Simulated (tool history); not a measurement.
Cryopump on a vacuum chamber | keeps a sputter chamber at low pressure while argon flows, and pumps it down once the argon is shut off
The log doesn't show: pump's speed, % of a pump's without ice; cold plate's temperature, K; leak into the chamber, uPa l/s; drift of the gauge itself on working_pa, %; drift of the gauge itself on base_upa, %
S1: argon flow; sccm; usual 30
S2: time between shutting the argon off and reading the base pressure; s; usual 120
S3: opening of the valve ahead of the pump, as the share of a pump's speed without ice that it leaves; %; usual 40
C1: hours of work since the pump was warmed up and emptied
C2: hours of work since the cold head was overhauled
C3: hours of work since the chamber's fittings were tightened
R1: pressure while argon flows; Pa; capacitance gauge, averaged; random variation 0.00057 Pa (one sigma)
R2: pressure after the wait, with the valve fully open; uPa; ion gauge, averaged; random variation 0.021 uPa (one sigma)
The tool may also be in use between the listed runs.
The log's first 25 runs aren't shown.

{"day": 93.05, "done": "leaking fittings of the chamber tightened, without venting"}
{"run": 26, "day": 94.008, "S1": 30, "S2": 42, "S3": 40, "C1": 412, "C2": 2098, "C3": 18, "R1": 0.0727, "R2": 0.86}
{"run": 27, "day": 97.083, "S1": 30, "S2": 42, "S3": 40, "C1": 471, "C2": 2156, "C3": 76, "R1": 0.0742, "R2": 0.9}
{"run": 28, "day": 100.562, "S1": 30, "S2": 191, "S3": 40, "C1": 537, "C2": 2222, "C3": 142, "R1": 0.0746, "R2": 0.36}
{"day": 102.312, "done": "pump warmed up, emptied and cooled again"}
{"run": 29, "day": 103.829, "S1": 25, "S2": 191, "S3": 33, "C1": 29, "C2": 2280, "C3": 200, "R1": 0.0683, "R2": 0.35}
{"run": 30, "day": 109.162, "S1": 25, "S2": 191, "S3": 33, "C1": 130, "C2": 2382, "C3": 302, "R1": 0.0699, "R2": 0.39}
{"run": 31, "day": 112.279, "S1": 25, "S2": 191, "S3": 33, "C1": 189, "C2": 2441, "C3": 361, "R1": 0.0719, "R2": 0.38}
{"run": 32, "day": 114.629, "S1": 25, "S2": 68, "S3": 20, "C1": 234, "C2": 2485, "C3": 405, "R1": 0.1147, "R2": 0.61}
{"run": 33, "day": 118.129, "S1": 17, "S2": 68, "S3": 28, "C1": 300, "C2": 2552, "C3": 472, "R1": 0.0563, "R2": 0.66}
{"run": 34, "day": 122.446, "S1": 17, "S2": 68, "S3": 28, "C1": 382, "C2": 2633, "C3": 554, "R1": 0.0572, "R2": 0.71}
{"run": 35, "day": 124.85, "S1": 23, "S2": 83, "S3": 40, "C1": 427, "C2": 2679, "C3": 599, "R1": 0.0567, "R2": 0.6}

Forecast each of these 3 alternatives for the next run:
{"run": "A", "day": 130.142, "S1": 30, "S2": 120, "S3": 47, "C1": 528, "C2": 2779, "C3": 700, "R1": "?", "R2": "?"}
{"run": "B", "day": 130.142, "S1": 30, "S2": 120, "S3": 15, "C1": 528, "C2": 2779, "C3": 700, "R1": "?", "R2": "?"}
{"run": "C", "day": 130.142, "S1": 27, "S2": 27, "S3": 25, "C1": 528, "C2": 2779, "C3": 700, "R1": "?", "R2": "?"}

run=A R1=0.0634 R2=0.57
run=B R1=0.188 R2=0.59
run=C R1=0.1042 R2=1.35
Without the tool's hidden state the same runs would have given:
run=A R1=0.0561 R2=0.4
run=B R1=0.1807 R2=0.42
run=C R1=0.0977 R2=1.18
